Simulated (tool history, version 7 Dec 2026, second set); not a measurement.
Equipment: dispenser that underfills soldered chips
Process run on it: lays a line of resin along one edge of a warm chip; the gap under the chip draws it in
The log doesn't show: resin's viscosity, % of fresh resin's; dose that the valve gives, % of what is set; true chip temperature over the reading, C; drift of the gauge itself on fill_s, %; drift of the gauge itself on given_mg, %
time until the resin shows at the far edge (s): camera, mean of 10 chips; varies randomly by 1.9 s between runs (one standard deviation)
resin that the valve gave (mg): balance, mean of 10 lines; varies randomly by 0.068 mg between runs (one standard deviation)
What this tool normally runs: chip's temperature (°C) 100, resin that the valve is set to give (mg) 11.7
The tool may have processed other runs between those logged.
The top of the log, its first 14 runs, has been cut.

run	hour	chip's temperature (°C)	resin that the valve is set to give (mg)	hours of work since the syringe was changed	hours of work since the valve was cleaned	hours of work since the stage was calibrated	time until the resin shows at the far edge (s)	resin that the valve gave (mg)
15	155.0	100	9.9	5	91	243	276.0	9.25
# hour 158.6: new syringe of resin
# hour 169.3: new syringe of resin
16	170.2	100	9.9	1	102	254	218.8	9.15
# hour 174.4: dispensing valve cleaned and set on the balance
# hour 181.1: new syringe of resin
17	183.2	100	9.9	2	7	264	224.4	9.86
# hour 191.3: new syringe of resin
18	191.3	100	9.9	0	13	270	206.7	9.84
19	198.3	104	11.1	6	19	276	227.4	10.90
# hour 201.5: new syringe of resin
20	207.9	86	9.9	5	26	283	410.6	9.59
# hour 212.3: new syringe of resin
21	217.1	91	13.3	4	33	290	294.8	12.95
# hour 222.5: new syringe of resin
22	226.7	96	15.1	3	41	298	248.6	14.55
# hour 232.7: new syringe of resin
23	239.2	86	11.5	5	50	307	390.4	11.03
# hour 242.9: new syringe of resin
24	249.4	107	13.2	5	58	315	201.0	12.58
# hour 253.1: new syringe of resin
25	259.6	86	10.1	5	66	323	415.0	9.69
# hour 264.4: new syringe of resin
26	266.4	87	11.1	2	71	328	318.7	10.52
# hour 275.3: new syringe of resin
27	279.8	90	12.0	4	82	339	320.5	11.15
# hour 285.6: new syringe of resin
28	289.0	90	12.0	3	89	346	303.9	11.11
# hour 296.0: new syringe of resin
29	296.0	97	10.4	0	94	351	232.5	9.70
30	305.7	110	10.9	8	102	359	223.9	10.13
# hour 307.0: new syringe of resin
# hour 309.7: dispensing valve cleaned and set on the balance
# hour 319.1: new syringe of resin
31	319.6	110	10.9	0	8	369	153.0	10.87
32	328.1	110	10.9	7	14	376	213.4	10.75
# hour 330.0: new syringe of resin
33	339.6	110	10.9	8	23	385	215.4	10.76
# hour 341.3: new syringe of resin
# hour 352.3: new syringe of resin
34	353.3	110	10.9	1	34	395	157.8	10.59

Alternative continuations, all from the tool just after run 34; predict every row:
# hour 362.9: new syringe of resin
A	365.7	114	11.7	2	44	405	?	?
# hour 362.9: new syringe of resin
B	365.7	98	12.6	2	44	405	?	?
# hour 362.9: new syringe of resin
C	365.7	105	11.0	2	44	405	?	?

run	time until the resin shows at the far edge (s)	resin that the valve gave (mg)
A	145.7	11.34
B	228.4	12.18
C	194.2	10.65
Had the tool no hidden state, the same runs would have come out as:
run	time until the resin shows at the far edge (s)	resin that the valve gave (mg)
A	125.8	11.71
B	196.9	12.57
C	166.9	10.99
